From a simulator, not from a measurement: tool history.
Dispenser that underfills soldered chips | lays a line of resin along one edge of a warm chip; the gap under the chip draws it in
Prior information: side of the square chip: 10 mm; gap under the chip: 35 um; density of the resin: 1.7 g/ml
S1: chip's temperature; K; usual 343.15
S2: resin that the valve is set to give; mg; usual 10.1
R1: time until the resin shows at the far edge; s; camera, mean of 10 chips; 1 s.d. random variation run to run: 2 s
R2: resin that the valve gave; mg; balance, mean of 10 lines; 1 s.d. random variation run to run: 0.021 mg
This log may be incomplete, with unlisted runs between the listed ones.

Run 1, hour 0: usual settings. Result: R1 199.9 s, R2 9.77 mg.
At hour 3.1: dispensing valve cleaned and set on the balance.
At hour 7.4: new syringe of resin.
Run 2, hour 10.8: usual settings but S1 333.15 K. Result: R1 327.3 s, R2 10.03 mg.
At hour 14.7: new syringe of resin.
Run 3, hour 20.7: usual settings but S1 333.15 K. Result: R1 352.2 s, R2 9.98 mg.
At hour 22.9: new syringe of resin.
At hour 30.1: new syringe of resin.
Run 4, hour 30.1: usual settings but S1 333.15 K, S2 10.5 mg. Result: R1 287.2 s, R2 10.33 mg.
At hour 37.5: new syringe of resin.
Run 5, hour 41.4: usual settings but S1 333.15 K, S2 10.5 mg. Result: R1 328.7 s, R2 10.33 mg.
At hour 44.8: new syringe of resin.
Run 6, hour 49.9: usual settings but S1 333.15 K, S2 10.2 mg. Result: R1 352.2 s, R2 9.97 mg.
At hour 52.8: new syringe of resin.
At hour 60.1: new syringe of resin.
Run 7, hour 60.1: usual settings but S1 333.15 K, S2 10.2 mg. Result: R1 295.4 s, R2 9.94 mg.
At hour 68.1: new syringe of resin.
Run 8, hour 68.3: usual settings but S1 333.15 K, S2 10.2 mg. Result: R1 300.2 s, R2 9.89 mg.
At hour 75.3: new syringe of resin.
At hour 79.3: dispensing valve cleaned and set on the balance.
Run 9, hour 82.7: usual settings but S1 333.15 K, S2 10.2 mg. Result: R1 351.8 s, R2 10.2 mg.
At hour 83.7: new syringe of resin.
Run 10, hour 89.2: usual settings but S1 338.15 K, S2 10.2 mg. Result: R1 283 s, R2 10.14 mg.
At hour 91: new syringe of resin.
Run 11, hour 96.7: usual settings but S1 338.15 K, S2 9.5 mg. Result: R1 278.6 s, R2 9.45 mg.
At hour 98.9: new syringe of resin.
Run 12, hour 105.2: usual settings but S1 338.15 K, S2 9.5 mg. Result: R1 280.8 s, R2 9.44 mg.
At hour 106.5: new syringe of resin.
At hour 114: new syringe of resin.
Run 13, hour 117: usual settings but S1 338.15 K, S2 9.5 mg. Result: R1 259.5 s, R2 9.35 mg.
At hour 122.1: new syringe of resin.
Run 14, hour 122.9: usual settings but S1 355.15 K, S2 11.2 mg. Result: R1 125.7 s, R2 10.97 mg.
At hour 129.7: new syringe of resin.
Run 15, hour 129.7: usual settings but S2 13 mg. Result: R1 199.6 s, R2 12.72 mg.
At hour 137: new syringe of resin.
Run 16, hour 138.9: usual settings but S1 357.15 K, S2 13 mg. Result: R1 116 s, R2 12.75 mg.

Expected results for the next run?
At hour 144.7: new syringe of resin.
Run 17, hour 150.1: usual settings but S1 357.15 K, S2 13 mg. Result: R1 ?, R2 ?.

R1: 129.1 s
R2: 12.6 mg
With no hidden state in the tool, this same run would have given R1 113.2 s, R2 12.97 mg.
